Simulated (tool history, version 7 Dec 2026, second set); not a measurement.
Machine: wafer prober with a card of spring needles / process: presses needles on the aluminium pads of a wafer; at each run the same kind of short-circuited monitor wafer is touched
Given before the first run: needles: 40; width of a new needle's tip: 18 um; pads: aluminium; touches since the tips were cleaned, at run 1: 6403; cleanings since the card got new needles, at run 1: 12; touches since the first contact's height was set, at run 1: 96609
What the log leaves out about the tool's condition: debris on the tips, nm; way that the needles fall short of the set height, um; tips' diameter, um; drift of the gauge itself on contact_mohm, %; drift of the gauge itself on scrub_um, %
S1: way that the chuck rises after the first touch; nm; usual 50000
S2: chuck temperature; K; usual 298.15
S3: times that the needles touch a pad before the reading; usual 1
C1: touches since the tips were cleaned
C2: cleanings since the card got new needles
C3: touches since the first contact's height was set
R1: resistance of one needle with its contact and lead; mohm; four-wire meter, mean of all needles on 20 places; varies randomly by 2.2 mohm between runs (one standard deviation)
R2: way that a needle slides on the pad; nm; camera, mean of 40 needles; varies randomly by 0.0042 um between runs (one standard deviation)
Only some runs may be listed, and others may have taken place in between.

run	day	S1	S2	S3	C1	C2	C3	R1	R2
1	0	50000	298.15	1	6403	12	96609	248	6405
# day 0.062: height of the first contact set anew
# day 0.092: tips cleaned on abrasive film
2	0.267	50000	298.15	1	1940	13	2229	247	6412
3	0.588	48000	298.15	1	5456	13	5745	247	6157
# day 0.762: tips cleaned on abrasive film
4	0.912	50000	298.15	1	1644	14	9314	245	6424
5	1.133	50000	298.15	1	4103	14	11773	248	6413
6	1.342	50000	298.15	1	6374	14	14044	245	6428
# day 1.425: tips cleaned on abrasive film
7	1.608	50000	298.15	1	2031	15	16962	246	6430
8	2.021	50000	298.15	1	6561	15	21492	248	6436
# day 2.108: tips cleaned on abrasive film
9	2.342	33000	298.15	1	2584	16	25006	250	4255
10	2.588	33000	298.15	1	5288	16	27710	252	4253
# day 2.762: tips cleaned on abrasive film
11	2.783	33000	298.15	3	232	17	29847	251	4257
12	3.183	33000	298.15	3	4670	17	34285	254	4255
# day 3.433: tips cleaned on abrasive film
13	3.571	47000	298.15	3	1523	18	38514	245	6071
14	3.942	50000	298.15	1	5622	18	42613	245	6464
# day 4.1: tips cleaned on abrasive film
15	4.246	50000	298.15	1	1610	19	45900	250	6460
16	4.542	50000	298.15	1	4895	19	49185	241	6469
# day 4.758: tips cleaned on abrasive film
17	4.904	50000	298.15	1	1581	20	53130	247	6475
18	5.271	50000	298.15	1	5629	20	57178	246	6482
# day 5.358: gauge calibrated
# day 5.438: tips cleaned on abrasive film
19	5.512	50000	368.15	2	861	21	59844	267	6407
20	5.812	57000	298.15	1	4149	21	63132	246	7313
21	5.996	66000	298.15	1	6165	21	65148	245	8472
# day 6.096: tips cleaned on abrasive film
22	6.3	50000	298.15	2	2237	22	68472	248	6417
23	6.533	55000	298.15	1	4806	22	71041	245	7065
# day 6.746: tips cleaned on abrasive film
24	6.746	48000	298.15	1	0	23	73373	246	6174
25	6.942	34000	304.15	1	2158	23	75531	255	4371
26	7.158	59000	331.15	1	4544	23	77917	256	7602
# day 7.425: tips cleaned on abrasive film
27	7.558	59000	331.15	1	1484	24	82284	257	7593
28	7.754	49000	354.15	1	3654	24	84454	263	6309
29	8.004	34000	354.15	1	6413	24	87213	264	4379
# day 8.075: tips cleaned on abrasive film
30	8.329	34000	354.15	1	2781	25	90750	265	4385
31	8.608	50000	298.15	2	5870	25	93839	243	6446
# day 8.742: tips cleaned on abrasive film
# day 8.933: height of the first contact set anew
32	9	50000	298.15	2	2690	26	720	244	6460
33	9.246	50000	378.15	2	5441	26	3471	273	6461
# day 9.412: tips cleaned on abrasive film
34	9.504	62000	325.15	3	1028	27	6255	251	8019

Alternative continuations, all from the tool just after run 34; predict every row:
A	9.788	57000	383.15	1	4149	27	9376	?	?
B	9.788	66000	359.15	3	4149	27	9376	?	?
C	9.788	40000	325.15	1	4149	27	9376	?	?

run	R1	R2
A	267	7378
B	260	8532
C	258	5174
Without the tool's hidden state the same runs would have given:
run	R1	R2
A	267	7309
B	260	8452
C	257	5126
